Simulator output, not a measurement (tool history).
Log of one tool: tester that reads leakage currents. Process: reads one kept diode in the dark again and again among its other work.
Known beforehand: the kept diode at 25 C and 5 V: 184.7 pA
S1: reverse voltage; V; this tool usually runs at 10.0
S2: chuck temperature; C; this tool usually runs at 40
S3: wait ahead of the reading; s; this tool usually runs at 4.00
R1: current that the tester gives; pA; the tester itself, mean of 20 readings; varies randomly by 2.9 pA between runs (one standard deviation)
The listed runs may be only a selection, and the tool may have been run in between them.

Run 1, day 0.000: usual settings. Result: R1 911.12 pA.
Run 2, day 1.583: usual settings. Result: R1 910.50 pA.
Run 3, day 4.358: usual settings but S1 3.4 V. Result: R1 508.39 pA.
Run 4, day 5.654: usual settings but S1 3.4 V. Result: R1 511.92 pA.
Run 5, day 6.971: usual settings but S1 3.4 V. Result: R1 506.74 pA.
Run 6, day 9.117: usual settings but S1 3.4 V. Result: R1 508.44 pA.
Run 7, day 12.038: usual settings but S1 3.4 V. Result: R1 502.92 pA.
Run 8, day 14.871: usual settings. Result: R1 907.10 pA.
Run 9, day 17.638: usual settings. Result: R1 900.42 pA.
Run 10, day 19.967: usual settings. Result: R1 897.72 pA.
Run 11, day 22.150: usual settings. Result: R1 897.56 pA.
Run 12, day 23.429: usual settings. Result: R1 901.21 pA.
Run 13, day 25.808: usual settings. Result: R1 898.78 pA.
Run 14, day 27.246: usual settings. Result: R1 898.54 pA.
Run 15, day 29.721: usual settings. Result: R1 896.33 pA.
Run 16, day 31.383: usual settings. Result: R1 890.58 pA.
Run 17, day 33.475: usual settings. Result: R1 894.07 pA.
At day 33.738: probe card cleaned and baked.
Run 18, day 34.954: usual settings. Result: R1 892.09 pA.
Run 19, day 37.092: usual settings. Result: R1 889.65 pA.
At day 40.108: probe card cleaned and baked, once more.
Run 20, day 40.108: usual settings. Result: R1 878.65 pA.
Run 21, day 42.550: usual settings but S1 7.0 V, S3 2.00 s. Result: R1 729.99 pA.
Run 22, day 44.358: usual settings but S1 6.0 V, S2 45 C, S3 0.84 s. Result: R1 1011.69 pA.

Estimate the outcome of run 23 from the log above:
Run 23, day 46.108: usual settings but S1 6.0 V, S2 27 C, S3 1.49 s. Result: R1 ?.

Run 23 yielded R1 218.56 pA.
Had the tool carried no hidden state, the very same run would have given R1 244.03 pA.

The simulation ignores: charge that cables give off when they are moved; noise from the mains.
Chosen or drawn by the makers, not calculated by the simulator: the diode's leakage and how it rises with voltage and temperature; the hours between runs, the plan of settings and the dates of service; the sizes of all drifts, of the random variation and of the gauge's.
